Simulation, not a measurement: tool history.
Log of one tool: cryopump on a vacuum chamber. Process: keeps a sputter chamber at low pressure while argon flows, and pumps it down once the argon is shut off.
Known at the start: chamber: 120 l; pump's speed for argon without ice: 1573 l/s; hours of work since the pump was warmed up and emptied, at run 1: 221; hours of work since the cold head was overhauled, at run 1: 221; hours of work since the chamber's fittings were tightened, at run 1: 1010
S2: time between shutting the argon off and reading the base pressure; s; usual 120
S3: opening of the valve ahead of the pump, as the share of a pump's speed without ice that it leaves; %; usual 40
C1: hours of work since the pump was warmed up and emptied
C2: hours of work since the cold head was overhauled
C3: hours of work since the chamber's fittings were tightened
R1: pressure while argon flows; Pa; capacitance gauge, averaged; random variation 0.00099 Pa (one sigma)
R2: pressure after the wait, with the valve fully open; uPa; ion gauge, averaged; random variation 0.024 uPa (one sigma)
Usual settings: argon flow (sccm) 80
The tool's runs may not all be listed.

Run 1, day 0: usual settings; C1 221; C2 221; C3 1010. Result: R1 0.2213 Pa, R2 2.49 uPa.
Run 2, day 0.258: usual settings; C1 224; C2 224; C3 1013. Result: R1 0.2208 Pa, R2 2.39 uPa.
Run 3, day 0.8: usual settings; C1 229; C2 229; C3 1019. Result: R1 0.2222 Pa, R2 2.56 uPa.
Run 4, day 1.317: usual settings; C1 235; C2 235; C3 1025. Result: R1 0.2211 Pa, R2 2.55 uPa.
Run 5, day 1.717: usual settings; C1 239; C2 239; C3 1029. Result: R1 0.2239 Pa, R2 2.52 uPa.
Run 6, day 2.033: usual settings but S3 24 %; C1 243; C2 243; C3 1033. Result: R1 0.3673 Pa, R2 2.5 uPa.
Run 7, day 2.342: usual settings; C1 246; C2 246; C3 1036. Result: R1 0.2232 Pa, R2 2.55 uPa.
Run 8, day 2.738: usual settings; C1 251; C2 251; C3 1040. Result: R1 0.2216 Pa, R2 2.55 uPa.
Run 9, day 3.058: usual settings; C1 254; C2 254; C3 1044. Result: R1 0.2221 Pa, R2 2.6 uPa.
Run 10, day 3.475: usual settings but S2 106 s; C1 259; C2 259; C3 1048. Result: R1 0.2224 Pa, R2 2.62 uPa.
Run 11, day 3.875: usual settings but S2 106 s; C1 263; C2 263; C3 1053. Result: R1 0.2224 Pa, R2 2.66 uPa.
Run 12, day 4.342: usual settings but argon flow (sccm) 85; C1 268; C2 268; C3 1058. Result: R1 0.2363 Pa, R2 2.59 uPa.
Run 13, day 4.904: usual settings but argon flow (sccm) 85; C1 274; C2 274; C3 1064. Result: R1 0.2367 Pa, R2 2.63 uPa.
Run 14, day 5.229: usual settings but argon flow (sccm) 85; C1 278; C2 278; C3 1067. Result: R1 0.2374 Pa, R2 2.61 uPa.
Run 15, day 5.721: usual settings but argon flow (sccm) 85; C1 283; C2 283; C3 1073. Result: R1 0.2388 Pa, R2 2.62 uPa.
Run 16, day 6.108: usual settings but argon flow (sccm) 85; C1 287; C2 287; C3 1077. Result: R1 0.2377 Pa, R2 2.61 uPa.
Run 17, day 6.625: usual settings but argon flow (sccm) 38; C1 293; C2 293; C3 1083. Result: R1 0.1053 Pa, R2 2.65 uPa.
Run 18, day 7.2: usual settings but argon flow (sccm) 38; C1 299; C2 299; C3 1089. Result: R1 0.1063 Pa, R2 2.68 uPa.
Run 19, day 7.683: usual settings but argon flow (sccm) 38; C1 304; C2 304; C3 1094. Result: R1 0.1078 Pa, R2 2.73 uPa.
Run 20, day 8.121: usual settings but argon flow (sccm) 58, S2 41 s, S3 60 %; C1 309; C2 309; C3 1099. Result: R1 0.1111 Pa, R2 3.89 uPa.
Run 21, day 8.55: usual settings but argon flow (sccm) 99, S2 54 s, S3 60 %; C1 314; C2 314; C3 1104. Result: R1 0.1904 Pa, R2 3.48 uPa.
Run 22, day 9.158: usual settings but argon flow (sccm) 107, S2 234 s, S3 37 %; C1 320; C2 320; C3 1110. Result: R1 0.3249 Pa, R2 2.41 uPa.
Run 23, day 9.596: usual settings but argon flow (sccm) 107, S2 234 s, S3 24 %; C1 325; C2 325; C3 1115. Result: R1 0.4929 Pa, R2 2.35 uPa.
Run 24, day 9.858: usual settings but argon flow (sccm) 107, S2 234 s, S3 24 %; C1 328; C2 328; C3 1118. Result: R1 0.4945 Pa, R2 2.45 uPa.
Run 25, day 10.321: usual settings but argon flow (sccm) 107, S2 234 s, S3 24 %; C1 333; C2 333; C3 1123. Result: R1 0.4939 Pa, R2 2.44 uPa.
Run 26, day 10.679: usual settings but argon flow (sccm) 45, S2 67 s, S3 48 %; C1 337; C2 337; C3 1127. Result: R1 0.1064 Pa, R2 3.29 uPa.
Run 27, day 11.012: usual settings but argon flow (sccm) 50, S2 49 s, S3 27 %; C1 341; C2 341; C3 1130. Result: R1 0.2046 Pa, R2 3.73 uPa.
Run 28, day 11.521: usual settings but argon flow (sccm) 62, S2 39 s, S3 27 %; C1 346; C2 346; C3 1136. Result: R1 0.2548 Pa, R2 3.96 uPa.
Run 29, day 11.962: usual settings but argon flow (sccm) 55, S2 25 s, S3 27 %; C1 351; C2 351; C3 1141. Result: R1 0.2268 Pa, R2 5.28 uPa.
Run 30, day 12.433: usual settings but argon flow (sccm) 55, S2 25 s, S3 27 %; C1 356; C2 356; C3 1146. Result: R1 0.2271 Pa, R2 5.29 uPa.
Run 31, day 12.938: usual settings but argon flow (sccm) 150, S3 22 %; C1 362; C2 362; C3 1151. Result: R1 0.7577 Pa, R2 2.8 uPa.
Run 32, day 13.267: usual settings but argon flow (sccm) 98, S2 218 s, S3 49 %; C1 365; C2 365; C3 1155. Result: R1 0.2286 Pa, R2 2.59 uPa.
Run 33, day 13.579: usual settings but argon flow (sccm) 90, S2 25 s, S3 42 %; C1 369; C2 369; C3 1158. Result: R1 0.2429 Pa, R2 5.27 uPa.
Run 34, day 13.883: usual settings but argon flow (sccm) 48, S2 119 s, S3 20 %; C1 372; C2 372; C3 1162. Result: R1 0.2647 Pa, R2 2.95 uPa.

Forecast each of these 4 alternatives for the next run:
Run A, day 14.517: usual settings but argon flow (sccm) 42, S2 132 s, S3 20 %; C1 379; C2 379; C3 1169. Result: R1 ?, R2 ?.
Run B, day 14.517: usual settings but argon flow (sccm) 75, S2 227 s, S3 20 %; C1 379; C2 379; C3 1169. Result: R1 ?, R2 ?.
Run C, day 14.517: usual settings but argon flow (sccm) 143, S2 28 s, S3 50 %; C1 379; C2 379; C3 1169. Result: R1 ?, R2 ?.
Run D, day 14.517: usual settings but argon flow (sccm) 158, S2 119 s, S3 46 %; C1 379; C2 379; C3 1169. Result: R1 ?, R2 ?.

run      R1    R2
  A  0.2336  2.75
  B  0.4135  2.58
  C  0.3312  5.08
  D  0.3895  2.82
Without the tool's hidden state the same runs would have given:
run      R1    R2
  A  0.2271  0.74
  B  0.4021  0.56
  C  0.3092  3.04
  D  0.3656  0.84
